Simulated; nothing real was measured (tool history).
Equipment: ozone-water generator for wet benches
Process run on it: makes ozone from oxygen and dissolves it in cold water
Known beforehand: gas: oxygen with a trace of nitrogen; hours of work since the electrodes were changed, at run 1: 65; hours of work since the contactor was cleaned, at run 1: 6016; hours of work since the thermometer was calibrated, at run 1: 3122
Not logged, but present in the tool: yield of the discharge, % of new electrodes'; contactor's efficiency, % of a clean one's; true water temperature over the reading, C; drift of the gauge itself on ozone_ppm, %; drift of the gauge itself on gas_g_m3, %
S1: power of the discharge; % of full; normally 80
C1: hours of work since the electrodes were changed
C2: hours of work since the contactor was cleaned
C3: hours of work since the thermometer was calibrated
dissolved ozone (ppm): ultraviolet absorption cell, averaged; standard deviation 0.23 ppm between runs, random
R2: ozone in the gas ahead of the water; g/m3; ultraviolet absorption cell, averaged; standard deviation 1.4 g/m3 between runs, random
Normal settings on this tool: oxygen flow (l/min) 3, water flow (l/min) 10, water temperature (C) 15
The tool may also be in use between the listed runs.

Run 1, hour 0: usual settings; C1 65; C2 6016; C3 3122. Result: dissolved ozone (ppm) 33, R2 250.6 g/m3.
At hour 17.4: contactor cleaned.
Run 2, hour 62.2: usual settings; C1 122; C2 44; C3 3179. Result: dissolved ozone (ppm) 33.7, R2 250.5 g/m3.
Run 3, hour 112.8: usual settings; C1 171; C2 93; C3 3228. Result: dissolved ozone (ppm) 33.6, R2 251.1 g/m3.
Run 4, hour 170.4: usual settings but water temperature (C) 8; C1 227; C2 149; C3 3284. Result: dissolved ozone (ppm) 36.9, R2 249.7 g/m3.
Run 5, hour 223: usual settings but oxygen flow (l/min) 2.61; C1 278; C2 200; C3 3335. Result: dissolved ozone (ppm) 33.4, R2 270.6 g/m3.
Run 6, hour 252.4: usual settings but oxygen flow (l/min) 2.61; C1 307; C2 229; C3 3364. Result: dissolved ozone (ppm) 33.7, R2 267.4 g/m3.
Run 7, hour 307.7: usual settings but oxygen flow (l/min) 2.61; C1 361; C2 282; C3 3417. Result: dissolved ozone (ppm) 33.8, R2 270.4 g/m3.
Run 8, hour 344.1: usual settings but water temperature (C) 23; C1 396; C2 318; C3 3453. Result: dissolved ozone (ppm) 29.3, R2 248.3 g/m3.
Run 9, hour 401.3: usual settings but water temperature (C) 23; C1 452; C2 373; C3 3509. Result: dissolved ozone (ppm) 29.4, R2 248.7 g/m3.
Run 10, hour 468.2: usual settings but S1 87 % of full, water temperature (C) 23; C1 517; C2 439; C3 3574. Result: dissolved ozone (ppm) 30.4, R2 259.9 g/m3.
Run 11, hour 512.8: usual settings but S1 87 % of full, water temperature (C) 23; C1 560; C2 482; C3 3617. Result: dissolved ozone (ppm) 30.9, R2 260.8 g/m3.
Run 12, hour 561.5: usual settings but S1 87 % of full, water temperature (C) 23; C1 608; C2 529; C3 3664. Result: dissolved ozone (ppm) 30.4, R2 261.3 g/m3.
Run 13, hour 589: usual settings but S1 81 % of full; C1 634; C2 556; C3 3691. Result: dissolved ozone (ppm) 33.3, R2 249.2 g/m3.
Run 14, hour 652.8: usual settings; C1 697; C2 618; C3 3753. Result: dissolved ozone (ppm) 33, R2 246.1 g/m3.
Run 15, hour 691.2: usual settings; C1 734; C2 656; C3 3791. Result: dissolved ozone (ppm) 33.1, R2 247 g/m3.
Run 16, hour 740: usual settings; C1 781; C2 703; C3 3838. Result: dissolved ozone (ppm) 33.1, R2 246.8 g/m3.
Run 17, hour 775.3: usual settings but S1 49 % of full; C1 816; C2 737; C3 3872. Result: dissolved ozone (ppm) 24.9, R2 185.4 g/m3.
Run 18, hour 813.7: usual settings but S1 49 % of full; C1 853; C2 775; C3 3910. Result: dissolved ozone (ppm) 24.9, R2 185.1 g/m3.
Run 19, hour 877.4: usual settings but S1 94 % of full, oxygen flow (l/min) 2.1, water flow (l/min) 14, water temperature (C) 11; C1 915; C2 837; C3 3972. Result: dissolved ozone (ppm) 28.4, R2 330.2 g/m3.
Run 20, hour 939.7: usual settings but S1 94 % of full, oxygen flow (l/min) 2.1, water flow (l/min) 14, water temperature (C) 11; C1 976; C2 897; C3 4032. Result: dissolved ozone (ppm) 28.5, R2 330.6 g/m3.
Run 21, hour 990: usual settings but S1 79 % of full, oxygen flow (l/min) 5.28, water temperature (C) 22; C1 1025; C2 946; C3 4081. Result: dissolved ozone (ppm) 27.1, R2 177.5 g/m3.
Run 22, hour 1027.4: usual settings but S1 62 % of full, water flow (l/min) 12, water temperature (C) 20; C1 1061; C2 983; C3 4118. Result: dissolved ozone (ppm) 23.3, R2 211.6 g/m3.
Run 23, hour 1084.5: usual settings but oxygen flow (l/min) 1.65, water temperature (C) 11; C1 1117; C2 1038; C3 4173. Result: dissolved ozone (ppm) 33.2, R2 342.7 g/m3.
Run 24, hour 1145.6: usual settings but oxygen flow (l/min) 1.82, water flow (l/min) 15; C1 1176; C2 1098; C3 4233. Result: dissolved ozone (ppm) 22.8, R2 325.4 g/m3.
Run 25, hour 1199.6: usual settings but oxygen flow (l/min) 2.83, water temperature (C) 12; C1 1229; C2 1150; C3 4285. Result: dissolved ozone (ppm) 34.1, R2 253 g/m3.
Run 26, hour 1248.8: usual settings but S1 48 % of full, oxygen flow (l/min) 3.38, water flow (l/min) 9, water temperature (C) 19; C1 1277; C2 1198; C3 4333. Result: dissolved ozone (ppm) 24.1, R2 171 g/m3.
Run 27, hour 1302.5: usual settings but S1 48 % of full, oxygen flow (l/min) 2.07, water flow (l/min) 13, water temperature (C) 12; C1 1329; C2 1250; C3 4385. Result: dissolved ozone (ppm) 20.1, R2 224.5 g/m3.
At hour 1348.2: water thermometer calibrated.
Run 28, hour 1348.2: usual settings but S1 63 % of full, oxygen flow (l/min) 3.86, water flow (l/min) 15, water temperature (C) 19; C1 1373; C2 1294; C3 0. Result: dissolved ozone (ppm) 20.3, R2 186 g/m3.
Run 29, hour 1407.8: usual settings but oxygen flow (l/min) 1.57, water flow (l/min) 15; C1 1431; C2 1352; C3 58. Result: dissolved ozone (ppm) 22.3, R2 345.5 g/m3.
Run 30, hour 1435.7: usual settings but oxygen flow (l/min) 1.57, water flow (l/min) 15; C1 1458; C2 1379; C3 85. Result: dissolved ozone (ppm) 22.1, R2 345.9 g/m3.
Run 31, hour 1493.1: usual settings but oxygen flow (l/min) 1.57, water flow (l/min) 15; C1 1514; C2 1435; C3 141. Result: dissolved ozone (ppm) 22, R2 350.2 g/m3.
Run 32, hour 1525.6: usual settings but S1 53 % of full, oxygen flow (l/min) 1.56, water flow (l/min) 8, water temperature (C) 7; C1 1545; C2 1467; C3 173. Result: dissolved ozone (ppm) 32, R2 276.6 g/m3.

Below, some changes in dissolved ozone (ppm) between adjacent runs. For each, the amount present without the hidden state too (settings, incoming material, random variation) and the amount remaining for the hidden state with gauge scatter not shared by both compared results:
Run 1 -> 2: contactor cleaned. dissolved ozone (ppm) +0.7: hidden state +0.7, all else +0.
Run 23 -> 24: oxygen flow (l/min) 1.65 -> 1.82, water flow (l/min) 10 -> 15, water temperature (C) 11 -> 15. dissolved ozone (ppm) -10.4: hidden state +0.3, all else -10.7.
Run 24 -> 25: oxygen flow (l/min) 1.82 -> 2.83, water flow (l/min) 15 -> 10, water temperature (C) 15 -> 12. dissolved ozone (ppm) +11.3: hidden state -0.6, all else +11.9.
Run 25 -> 26: S1 80 -> 48, oxygen flow (l/min) 2.83 -> 3.38, water flow (l/min) 10 -> 9, water temperature (C) 12 -> 19. dissolved ozone (ppm) -10: hidden state +0.7, all else -10.7.

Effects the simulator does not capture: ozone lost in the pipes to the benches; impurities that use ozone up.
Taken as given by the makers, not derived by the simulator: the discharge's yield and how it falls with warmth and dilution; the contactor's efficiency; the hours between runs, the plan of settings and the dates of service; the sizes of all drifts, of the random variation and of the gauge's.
